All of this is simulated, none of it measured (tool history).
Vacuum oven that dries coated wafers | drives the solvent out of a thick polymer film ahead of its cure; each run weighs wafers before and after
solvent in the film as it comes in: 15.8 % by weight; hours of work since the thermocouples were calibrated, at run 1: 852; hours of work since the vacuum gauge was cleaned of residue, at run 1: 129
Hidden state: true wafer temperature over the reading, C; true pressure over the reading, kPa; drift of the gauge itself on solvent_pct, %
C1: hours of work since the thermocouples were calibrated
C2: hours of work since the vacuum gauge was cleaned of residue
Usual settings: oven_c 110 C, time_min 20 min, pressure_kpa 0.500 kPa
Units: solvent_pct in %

Run 1, hour 0.0: usual settings; C1 852; C2 129. Result: solvent_pct 0.964 %.
Run 2, hour 11.5: usual settings but time_min 16 min; C1 858; C2 134. Result: solvent_pct 1.582 %.
Run 3, hour 24.8: usual settings but pressure_kpa 0.286 kPa; C1 864; C2 141. Result: solvent_pct 0.933 %.
Run 4, hour 30.6: usual settings but time_min 34 min; C1 867; C2 143. Result: solvent_pct 0.238 %.
Run 5, hour 39.0: usual settings but time_min 34 min; C1 870; C2 147. Result: solvent_pct 0.236 %.
Run 6, hour 51.0: usual settings but pressure_kpa 0.699 kPa; C1 876; C2 153. Result: solvent_pct 1.003 %.
Run 7, hour 58.0: usual settings but pressure_kpa 0.699 kPa; C1 879; C2 156. Result: solvent_pct 1.004 %.
Run 8, hour 67.1: usual settings but pressure_kpa 0.699 kPa; C1 884; C2 160. Result: solvent_pct 1.005 %.
Run 9, hour 76.8: usual settings but pressure_kpa 0.699 kPa; C1 888; C2 165. Result: solvent_pct 1.007 %.
Run 10, hour 89.4: usual settings but pressure_kpa 0.699 kPa; C1 894; C2 171. Result: solvent_pct 1.013 %.
Run 11, hour 102.0: usual settings; C1 900; C2 177. Result: solvent_pct 0.964 %.
Run 12, hour 111.5: usual settings; C1 905; C2 181. Result: solvent_pct 0.971 %.
Run 13, hour 121.3: usual settings but oven_c 112 C, time_min 17 min; C1 909; C2 186. Result: solvent_pct 1.093 %.
Run 14, hour 132.8: usual settings but oven_c 124 C, pressure_kpa 0.514 kPa; C1 915; C2 191. Result: solvent_pct 0.125 %.
Run 15, hour 141.6: usual settings but oven_c 124 C, pressure_kpa 0.514 kPa; C1 919; C2 195. Result: solvent_pct 0.125 %.
Run 16, hour 155.0: usual settings but oven_c 124 C, pressure_kpa 0.514 kPa; C1 925; C2 202. Result: solvent_pct 0.127 %.
Run 17, hour 164.9: usual settings but oven_c 102 C, time_min 18 min; C1 930; C2 206. Result: solvent_pct 2.790 %.
Run 18, hour 173.4: usual settings but time_min 14 min, pressure_kpa 0.334 kPa; C1 934; C2 210. Result: solvent_pct 1.996 %.
Run 19, hour 180.7: usual settings but oven_c 108 C, time_min 11 min, pressure_kpa 0.871 kPa; C1 937; C2 214. Result: solvent_pct 3.529 %.
Run 20, hour 193.8: usual settings but oven_c 99 C, time_min 21 min, pressure_kpa 1.468 kPa; C1 943; C2 220. Result: solvent_pct 3.111 %.
Run 21, hour 204.9: usual settings but oven_c 107 C, time_min 11 min, pressure_kpa 1.468 kPa; C1 948; C2 225. Result: solvent_pct 3.875 %.
Run 22, hour 213.8: usual settings but oven_c 107 C, time_min 11 min, pressure_kpa 1.468 kPa; C1 953; C2 229. Result: solvent_pct 3.871 %.
Run 23, hour 220.4: usual settings but oven_c 118 C, time_min 16 min, pressure_kpa 0.797 kPa; C1 956; C2 233. Result: solvent_pct 0.596 %.

5 ways to go on from here, each from the tool as it stands after run 23. What would each give?
Run A, hour 230.8: usual settings but oven_c 96 C, time_min 31 min, pressure_kpa 0.251 kPa; C1 961; C2 237. Result: solvent_pct ?.
Run B, hour 230.8: usual settings but oven_c 101 C, time_min 15 min; C1 961; C2 237. Result: solvent_pct ?.
Run C, hour 230.8: usual settings but oven_c 116 C, time_min 12 min, pressure_kpa 0.458 kPa; C1 961; C2 237. Result: solvent_pct ?.
Run D, hour 230.8: usual settings but oven_c 105 C, time_min 34 min, pressure_kpa 0.567 kPa; C1 961; C2 237. Result: solvent_pct ?.
Run E, hour 230.8: usual settings but time_min 16 min; C1 961; C2 237. Result: solvent_pct ?.

run  solvent_pct
  A        1.961
  B        3.835
  C        1.452
  D        0.541
  E        1.573
Without the tool's hidden state the same runs would have given:
run  solvent_pct
  A        2.083
  B        3.997
  C        1.552
  D        0.576
  E        1.678
